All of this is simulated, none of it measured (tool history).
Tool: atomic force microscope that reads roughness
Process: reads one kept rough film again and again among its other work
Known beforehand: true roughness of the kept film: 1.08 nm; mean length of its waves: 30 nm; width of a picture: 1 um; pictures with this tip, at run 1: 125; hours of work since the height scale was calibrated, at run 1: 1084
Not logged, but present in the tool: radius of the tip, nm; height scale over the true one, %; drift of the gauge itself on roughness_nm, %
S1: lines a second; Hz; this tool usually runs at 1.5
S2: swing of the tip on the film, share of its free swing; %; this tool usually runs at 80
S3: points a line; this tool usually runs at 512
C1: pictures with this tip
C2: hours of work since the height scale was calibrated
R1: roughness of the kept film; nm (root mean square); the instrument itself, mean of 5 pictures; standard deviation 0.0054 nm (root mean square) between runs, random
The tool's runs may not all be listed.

run 1 hour=0 | S1=1.5 S2=80 S3=512 | C1=125 C2=1084 | R1=0.838
-- hour=34 new tip fitted
run 2 hour=68.1 | S1=1.5 S2=80 S3=512 | C1=31 C2=1122 | R1=0.892
run 3 hour=122.5 | S1=1.5 S2=80 S3=280 | C1=81 C2=1153 | R1=0.859
run 4 hour=160.7 | S1=1.5 S2=80 S3=280 | C1=116 C2=1175 | R1=0.842
-- hour=207.1 new tip fitted
run 5 hour=239.9 | S1=1.5 S2=80 S3=280 | C1=30 C2=1220 | R1=0.882
run 6 hour=309.5 | S1=1.5 S2=80 S3=512 | C1=94 C2=1260 | R1=0.857
-- hour=380.1 new tip fitted
run 7 hour=390.7 | S1=1.5 S2=80 S3=994 | C1=10 C2=1306 | R1=0.917
run 8 hour=475.8 | S1=1.5 S2=80 S3=994 | C1=88 C2=1355 | R1=0.862
run 9 hour=528.4 | S1=1.5 S2=80 S3=994 | C1=136 C2=1385 | R1=0.844
-- hour=551.9 new tip fitted
run 10 hour=593.1 | S1=1.5 S2=80 S3=512 | C1=37 C2=1421 | R1=0.894
run 11 hour=651.9 | S1=1.5 S2=80 S3=512 | C1=91 C2=1455 | R1=0.857
run 12 hour=705.8 | S1=1.5 S2=80 S3=512 | C1=140 C2=1486 | R1=0.838
-- hour=725.7 new tip fitted
run 13 hour=763.1 | S1=1.5 S2=80 S3=512 | C1=34 C2=1518 | R1=0.884
run 14 hour=847 | S1=1.5 S2=80 S3=512 | C1=111 C2=1566 | R1=0.846
run 15 hour=884.4 | S1=1.5 S2=80 S3=512 | C1=145 C2=1587 | R1=0.827
-- hour=899.3 new tip fitted
run 16 hour=934.6 | S1=1.5 S2=80 S3=512 | C1=32 C2=1616 | R1=0.888
run 17 hour=1001.7 | S1=1.5 S2=80 S3=512 | C1=93 C2=1654 | R1=0.871
-- hour=1071.3 new tip fitted
run 18 hour=1071.3 | S1=1.5 S2=80 S3=518 | C1=0 C2=1694 | R1=0.9
run 19 hour=1152.2 | S1=1.5 S2=80 S3=518 | C1=74 C2=1740 | R1=0.864
run 20 hour=1213.7 | S1=1.5 S2=73 S3=512 | C1=130 C2=1775 | R1=0.877
-- hour=1244.9 new tip fitted
run 21 hour=1273.7 | S1=1.5 S2=80 S3=512 | C1=26 C2=1809 | R1=0.892
run 22 hour=1319.5 | S1=0.92 S2=80 S3=512 | C1=68 C2=1835 | R1=0.92
run 23 hour=1388.8 | S1=0.92 S2=80 S3=512 | C1=132 C2=1875 | R1=0.886
-- hour=1419.5 new tip fitted
run 24 hour=1454.4 | S1=1.5 S2=80 S3=512 | C1=32 C2=1912 | R1=0.882
run 25 hour=1517.2 | S1=1.5 S2=66 S3=512 | C1=90 C2=1948 | R1=0.918
run 26 hour=1552.6 | S1=1.5 S2=66 S3=512 | C1=122 C2=1968 | R1=0.905
-- hour=1591.6 new tip fitted
run 27 hour=1612.5 | S1=1.5 S2=66 S3=512 | C1=19 C2=2002 | R1=0.96
run 28 hour=1663.2 | S1=3.84 S2=56 S3=812 | C1=66 C2=2031 | R1=0.913
run 29 hour=1699.7 | S1=3.84 S2=56 S3=812 | C1=99 C2=2052 | R1=0.906
-- hour=1729.5 height scale calibrated on a step standard
-- hour=1765.5 new tip fitted
run 30 hour=1771.9 | S1=1.5 S2=66 S3=512 | C1=6 C2=24 | R1=0.98
run 31 hour=1813.1 | S1=1.59 S2=73 S3=344 | C1=44 C2=47 | R1=0.913
run 32 hour=1879.2 | S1=1.59 S2=73 S3=344 | C1=104 C2=85 | R1=0.893
-- hour=1935.9 new tip fitted
run 33 hour=1938.2 | S1=1.59 S2=73 S3=344 | C1=3 C2=119 | R1=0.935
run 34 hour=1975.6 | S1=2.66 S2=80 S3=667 | C1=37 C2=140 | R1=0.809
run 35 hour=2010.2 | S1=1.5 S2=80 S3=445 | C1=68 C2=160 | R1=0.877
run 36 hour=2059.9 | S1=1.5 S2=80 S3=398 | C1=114 C2=188 | R1=0.849
-- hour=2109.6 new tip fitted
run 37 hour=2130.7 | S1=1.5 S2=80 S3=398 | C1=19 C2=228 | R1=0.908
run 38 hour=2206.9 | S1=0.85 S2=87 S3=398 | C1=89 C2=272 | R1=0.887
run 39 hour=2249.6 | S1=0.85 S2=87 S3=398 | C1=128 C2=296 | R1=0.866
-- hour=2283.7 new tip fitted
run 40 hour=2307.1 | S1=0.85 S2=87 S3=398 | C1=21 C2=329 | R1=0.917
run 41 hour=2381.8 | S1=0.56 S2=62 S3=477 | C1=90 C2=371 | R1=0.987
run 42 hour=2439.8 | S1=0.56 S2=60 S3=477 | C1=143 C2=405 | R1=0.953
-- hour=2455.2 new tip fitted
run 43 hour=2520.7 | S1=1.1 S2=58 S3=562 | C1=60 C2=451 | R1=0.978
run 44 hour=2577.4 | S1=1.88 S2=81 S3=340 | C1=112 C2=483 | R1=0.82
-- hour=2626.4 new tip fitted
run 45 hour=2661.4 | S1=1.5 S2=75 S3=463 | C1=32 C2=531 | R1=0.932
run 46 hour=2698.8 | S1=3.03 S2=70 S3=974 | C1=67 C2=552 | R1=0.856
run 47 hour=2776.3 | S1=2.68 S2=88 S3=512 | C1=138 C2=596 | R1=0.694

Predict each of these 4 candidate next runs independently; none follows another, all start after run 47:
-- hour=2796.8 new tip fitted
run A hour=2833.2 | S1=3.48 S2=76 S3=758 | C1=33 C2=628 | R1=?
-- hour=2796.8 new tip fitted
run B hour=2833.2 | S1=1.5 S2=80 S3=363 | C1=33 C2=628 | R1=?
-- hour=2796.8 new tip fitted
run C hour=2833.2 | S1=2.68 S2=70 S3=512 | C1=33 C2=628 | R1=?
-- hour=2796.8 new tip fitted
run D hour=2833.2 | S1=0.86 S2=90 S3=294 | C1=33 C2=628 | R1=?

run=A R1=0.805
run=B R1=0.888
run=C R1=0.887
run=D R1=0.893
With the hidden condition removed and each run's random variation left untouched, the same runs would have given:
run=A R1=0.825
run=B R1=0.91
run=C R1=0.908
run=D R1=0.915
